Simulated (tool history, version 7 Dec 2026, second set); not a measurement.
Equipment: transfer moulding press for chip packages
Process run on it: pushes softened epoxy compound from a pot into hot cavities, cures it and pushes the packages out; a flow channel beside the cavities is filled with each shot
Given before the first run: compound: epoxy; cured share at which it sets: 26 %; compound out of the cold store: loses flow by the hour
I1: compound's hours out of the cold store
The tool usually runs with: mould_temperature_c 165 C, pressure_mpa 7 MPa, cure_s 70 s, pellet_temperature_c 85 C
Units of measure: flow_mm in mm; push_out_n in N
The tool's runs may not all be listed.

Run 1, hour 0: usual settings; I1 29.2. Result: flow_mm 861 mm, push_out_n 334 N.
Run 2, hour 7.8: usual settings; I1 28.4. Result: flow_mm 855 mm, push_out_n 438 N.
Run 3, hour 13.2: usual settings but cure_s 53 s; I1 42. Result: flow_mm 804 mm, push_out_n 905 N.
Run 4, hour 23.4: usual settings but cure_s 53 s; I1 33.9. Result: flow_mm 832 mm, push_out_n 1059 N.
Run 5, hour 33.5: usual settings but pellet_temperature_c 79 C; I1 31.3. Result: flow_mm 837 mm, push_out_n 601 N.
Run 6, hour 40.4: usual settings but mould_temperature_c 167 C; I1 33.1. Result: flow_mm 827 mm, push_out_n 546 N.
Run 7, hour 53.2: usual settings but mould_temperature_c 167 C; I1 26.7. Result: flow_mm 853 mm, push_out_n 594 N.
At hour 65.8: cavities cleaned with cleaning compound and waxed.
Run 8, hour 66.7: usual settings but mould_temperature_c 167 C, pellet_temperature_c 91 C; I1 29.6. Result: flow_mm 840 mm, push_out_n 295 N.
Run 9, hour 77: usual settings but pressure_mpa 8.66 MPa; I1 24.1. Result: flow_mm 965 mm, push_out_n 444 N.
Run 10, hour 89.3: usual settings but cure_s 77 s; I1 20.9. Result: flow_mm 880 mm, push_out_n 455 N.
Run 11, hour 95.9: usual settings but cure_s 77 s; I1 16.6. Result: flow_mm 900 mm, push_out_n 495 N.
At hour 111.6: plunger's sealing rings changed.
Run 12, hour 111.6: usual settings but pellet_temperature_c 93 C; I1 46. Result: flow_mm 800 mm, push_out_n 600 N.
Run 13, hour 117.3: usual settings but pellet_temperature_c 93 C; I1 34.8. Result: flow_mm 842 mm, push_out_n 628 N.
Run 14, hour 123.8: usual settings but pellet_temperature_c 93 C; I1 30.1. Result: flow_mm 859 mm, push_out_n 648 N.
At hour 134.7: cavities cleaned with cleaning compound and waxed.
Run 15, hour 135.2: usual settings but mould_temperature_c 169 C; I1 35.8. Result: flow_mm 828 mm, push_out_n 295 N.
Run 16, hour 143.4: usual settings but mould_temperature_c 169 C; I1 40.8. Result: flow_mm 807 mm, push_out_n 355 N.
Run 17, hour 149.2: usual settings but mould_temperature_c 169 C; I1 27.2. Result: flow_mm 865 mm, push_out_n 425 N.
Run 18, hour 157.2: usual settings but mould_temperature_c 161 C, pressure_mpa 6.46 MPa, pellet_temperature_c 77 C; I1 30.4. Result: flow_mm 835 mm, push_out_n 716 N.
Run 19, hour 163: usual settings but mould_temperature_c 160 C; I1 20.9. Result: flow_mm 911 mm, push_out_n 812 N.
Run 20, hour 169.2: usual settings but mould_temperature_c 160 C; I1 39.2. Result: flow_mm 831 mm, push_out_n 783 N.
Run 21, hour 176.1: usual settings but mould_temperature_c 160 C; I1 28.3. Result: flow_mm 879 mm, push_out_n 860 N.
Run 22, hour 186.5: usual settings but pellet_temperature_c 89 C; I1 40.1. Result: flow_mm 816 mm, push_out_n 632 N.
Run 23, hour 194.2: usual settings but mould_temperature_c 161 C, cure_s 80 s; I1 13.5. Result: flow_mm 944 mm, push_out_n 670 N.
At hour 201.1: cavities cleaned with cleaning compound and waxed.
Run 24, hour 207.5: usual settings but mould_temperature_c 164 C, cure_s 64 s; I1 30.9. Result: flow_mm 855 mm, push_out_n 519 N.
Run 25, hour 214.5: usual settings but mould_temperature_c 173 C, pressure_mpa 6.25 MPa, cure_s 88 s, pellet_temperature_c 82 C; I1 42.4. Result: flow_mm 749 mm, push_out_n 355 N.
Run 26, hour 227.2: usual settings but mould_temperature_c 158 C, pressure_mpa 6.05 MPa, cure_s 52 s, pellet_temperature_c 89 C; I1 32.6. Result: flow_mm 796 mm, push_out_n 1644 N.
Run 27, hour 233.6: usual settings but cure_s 89 s; I1 46.3. Result: flow_mm 786 mm, push_out_n 465 N.
Run 28, hour 245.2: usual settings but pressure_mpa 5.82 MPa, cure_s 55 s; I1 23.8. Result: flow_mm 800 mm, push_out_n 1154 N.

Forecast each of these 4 alternatives for the next run:
Run A, hour 254.9: usual settings but pressure_mpa 5.82 MPa, cure_s 55 s, pellet_temperature_c 94 C; I1 41. Result: flow_mm ?, push_out_n ?.
Run B, hour 254.9: usual settings but pellet_temperature_c 83 C; I1 19.6. Result: flow_mm ?, push_out_n ?.
Run C, hour 254.9: usual settings but pressure_mpa 5.82 MPa, cure_s 55 s, pellet_temperature_c 84 C; I1 29.1. Result: flow_mm ?, push_out_n ?.
Run D, hour 254.9: usual settings but mould_temperature_c 161 C, pressure_mpa 8.53 MPa, cure_s 55 s, pellet_temperature_c 79 C; I1 38.1. Result: flow_mm ?, push_out_n ?.

run  flow_mm  push_out_n
  A      731        1077
  B      897         665
  C      780        1192
  D      915        1532
With no hidden state in the tool, these same runs would have given:
run  flow_mm  push_out_n
  A      746         570
  B      915         348
  C      795         626
  D      933         796
